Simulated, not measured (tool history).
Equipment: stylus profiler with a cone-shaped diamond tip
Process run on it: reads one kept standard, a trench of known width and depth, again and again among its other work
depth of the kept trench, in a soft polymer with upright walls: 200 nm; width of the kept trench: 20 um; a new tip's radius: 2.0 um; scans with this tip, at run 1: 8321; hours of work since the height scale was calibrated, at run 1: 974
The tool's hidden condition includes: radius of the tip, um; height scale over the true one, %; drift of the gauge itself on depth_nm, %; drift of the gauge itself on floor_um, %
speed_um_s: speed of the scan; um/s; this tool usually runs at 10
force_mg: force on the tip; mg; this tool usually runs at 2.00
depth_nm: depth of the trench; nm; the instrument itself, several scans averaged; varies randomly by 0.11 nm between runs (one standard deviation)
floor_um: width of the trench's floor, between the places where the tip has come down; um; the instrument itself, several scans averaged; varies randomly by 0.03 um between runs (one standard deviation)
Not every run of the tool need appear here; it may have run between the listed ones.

run	hour	speed_um_s	force_mg	scans with this tip	hours of work since the height scale was calibrated	depth_nm	floor_um
1	0.0	10	2.00	8321	974	202.67	17.49
2	21.5	10	2.00	8430	987	202.72	17.58
3	61.0	10	2.00	8631	1010	202.76	17.52
4	88.1	14	2.00	8769	1026	202.78	17.38
5	119.8	14	2.00	8931	1045	202.77	17.47
6	145.9	14	2.00	9064	1061	202.73	17.47
7	189.7	14	2.00	9287	1087	202.71	17.44
# hour 193.5: height scale calibrated on a step standard
8	234.3	4	1.35	9512	24	203.04	17.46
# hour 286.2: height scale calibrated on a step standard, once more
9	287.4	4	1.35	9779	1	201.34	17.47
10	335.1	4	1.35	10022	29	201.30	17.46
11	356.5	33	0.83	10131	42	201.03	17.21
12	400.7	31	0.71	10357	68	201.04	17.13
13	431.8	23	0.80	10515	87	201.06	17.24
14	460.1	2	2.64	10659	104	202.28	17.46

Entry by entry between the runs, the difference in hidden state between the last listed run before and the first listed run after:
Run 7 -> run 8: height scale calibrated on a step standard (hour 193.5)
  radius of the tip, um: 3.92 -> 3.97; height scale over the true one, %: 0.586 -> 0.946
  the result without the hidden state subtracted from the measured one, depth_nm: +1.18 -> +1.90 nm; floor_um: -0.73 -> -0.74 um
Run 8 -> run 9: height scale calibrated on a step standard, once more (hour 286.2)
  radius of the tip, um: 3.97 -> 4.02; height scale over the true one, %: 0.946 -> 0.057
  the result without the hidden state subtracted from the measured one, depth_nm: +1.90 -> +0.11 nm; floor_um: -0.74 -> -0.76 um

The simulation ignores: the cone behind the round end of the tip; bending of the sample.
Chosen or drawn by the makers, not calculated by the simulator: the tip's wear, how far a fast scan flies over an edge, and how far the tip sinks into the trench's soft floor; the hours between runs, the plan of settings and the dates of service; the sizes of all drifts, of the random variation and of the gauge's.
